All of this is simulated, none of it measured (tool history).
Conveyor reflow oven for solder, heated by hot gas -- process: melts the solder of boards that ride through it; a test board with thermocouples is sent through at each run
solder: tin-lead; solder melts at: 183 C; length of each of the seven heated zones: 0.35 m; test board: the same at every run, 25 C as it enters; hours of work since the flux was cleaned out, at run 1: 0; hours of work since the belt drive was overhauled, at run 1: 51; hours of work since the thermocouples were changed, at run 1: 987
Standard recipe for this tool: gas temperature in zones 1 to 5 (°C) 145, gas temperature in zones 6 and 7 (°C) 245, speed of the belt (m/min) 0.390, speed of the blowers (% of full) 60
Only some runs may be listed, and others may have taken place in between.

| run | hour | gas temperature in zones 1 to 5 (°C) | gas temperature in zones 6 and 7 (°C) | speed of the belt (m/min) | speed of the blowers (% of full) | hours of work since the flux was cleaned out | hours of work since the belt drive was overhauled | hours of work since the thermocouples were changed | highest temperature of the board (°C) | time above the solder's melting point (s) |
|---|---|---|---|---|---|---|---|---|---|---|
| 1 | 0.0 | 145 | 245 | 0.390 | 60 | 0 | 51 | 987 | 233.6 | 99.0 |
| 2 | 45.8 | 145 | 245 | 0.390 | 60 | 32 | 84 | 1019 | 233.9 | 98.7 |
| 3 | 103.0 | 145 | 245 | 0.390 | 60 | 73 | 124 | 1060 | 233.5 | 98.9 |
| 4 | 195.9 | 145 | 245 | 0.390 | 60 | 139 | 190 | 1125 | 233.5 | 98.8 |
|  | 276.2 | thermocouples of zones 6 and 7 changed |
| 5 | 286.4 | 145 | 245 | 0.390 | 60 | 201 | 252 | 7 | 229.3 | 95.7 |
| 6 | 374.7 | 145 | 245 | 0.390 | 60 | 263 | 315 | 70 | 229.1 | 95.6 |
| 7 | 418.9 | 145 | 245 | 0.390 | 72 | 295 | 346 | 101 | 232.1 | 98.4 |
| 8 | 507.3 | 145 | 245 | 0.390 | 72 | 357 | 408 | 163 | 231.6 | 98.3 |
|  | 595.0 | flux residue cleaned out of gas plates and filters |
| 9 | 600.3 | 145 | 245 | 0.390 | 72 | 4 | 471 | 226 | 233.8 | 99.5 |
| 10 | 647.7 | 145 | 245 | 0.390 | 60 | 37 | 504 | 259 | 230.8 | 97.6 |
| 11 | 697.7 | 145 | 245 | 0.390 | 80 | 73 | 539 | 294 | 235.7 | 100.5 |
| 12 | 751.5 | 145 | 245 | 0.390 | 80 | 111 | 578 | 332 | 235.3 | 100.9 |
| 13 | 820.3 | 145 | 245 | 0.390 | 80 | 159 | 626 | 381 | 235.6 | 100.9 |
| 14 | 910.6 | 145 | 245 | 0.317 | 60 | 223 | 690 | 445 | 236.1 | 124.8 |
| 15 | 972.1 | 145 | 245 | 0.390 | 60 | 267 | 733 | 488 | 230.5 | 97.3 |
| 16 | 1017.4 | 145 | 246 | 0.390 | 60 | 299 | 765 | 520 | 231.4 | 98.3 |
| 17 | 1102.9 | 146 | 243 | 0.350 | 56 | 359 | 826 | 581 | 230.8 | 109.2 |
|  | 1185.5 | flux residue cleaned out of gas plates and filters |
| 18 | 1185.5 | 144 | 237 | 0.345 | 54 | 0 | 881 | 636 | 226.6 | 106.6 |
| 19 | 1241.6 | 144 | 237 | 0.345 | 54 | 40 | 920 | 675 | 226.4 | 106.0 |
| 20 | 1296.8 | 145 | 245 | 0.390 | 70 | 79 | 959 | 714 | 234.6 | 100.1 |
| 21 | 1344.8 | 145 | 245 | 0.390 | 70 | 113 | 993 | 748 | 234.8 | 100.1 |
| 22 | 1411.5 | 145 | 245 | 0.390 | 70 | 160 | 1041 | 796 | 234.6 | 100.9 |
|  | 1446.6 | belt drive overhauled, speed set with a stopwatch |
| 23 | 1498.9 | 150 | 258 | 0.365 | 60 | 219 | 37 | 854 | 246.3 | 116.3 |
| 24 | 1548.1 | 140 | 240 | 0.329 | 69 | 254 | 72 | 889 | 233.3 | 115.2 |
| 25 | 1619.2 | 145 | 243 | 0.465 | 60 | 304 | 122 | 940 | 223.3 | 75.2 |
| 26 | 1665.7 | 145 | 245 | 0.390 | 86 | 337 | 155 | 972 | 237.2 | 101.3 |
| 27 | 1715.3 | 145 | 245 | 0.390 | 86 | 372 | 190 | 1007 | 236.8 | 101.3 |
| 28 | 1754.4 | 145 | 245 | 0.390 | 77 | 399 | 218 | 1035 | 235.6 | 100.2 |
|  | 1780.1 | flux residue cleaned out of gas plates and filters |
| 29 | 1803.4 | 141 | 251 | 0.359 | 70 | 16 | 249 | 1066 | 243.1 | 112.0 |

Consider 4 possible next runs. They are alternatives, not a sequence: every one starts from the tool as it was left by run 29. What does each give?
| A | 1854.1 | 141 | 251 | 0.359 | 70 | 52 | 285 | 1102 | ? | ? |
| B | 1854.1 | 141 | 236 | 0.359 | 70 | 52 | 285 | 1102 | ? | ? |
| C | 1854.1 | 143 | 245 | 0.390 | 60 | 52 | 285 | 1102 | ? | ? |
| D | 1854.1 | 145 | 247 | 0.390 | 60 | 52 | 285 | 1102 | ? | ? |

| run | highest temperature of the board (°C) | time above the solder's melting point (s) |
|---|---|---|
| A | 242.8 | 112.0 |
| B | 229.1 | 102.4 |
| C | 232.6 | 97.7 |
| D | 234.6 | 99.9 |
Without the tool's hidden state the same runs would have given:
| run | highest temperature of the board (°C) | time above the solder's melting point (s) |
|---|---|---|
| A | 240.3 | 110.1 |
| B | 226.5 | 100.2 |
| C | 230.1 | 95.6 |
| D | 232.2 | 97.8 |
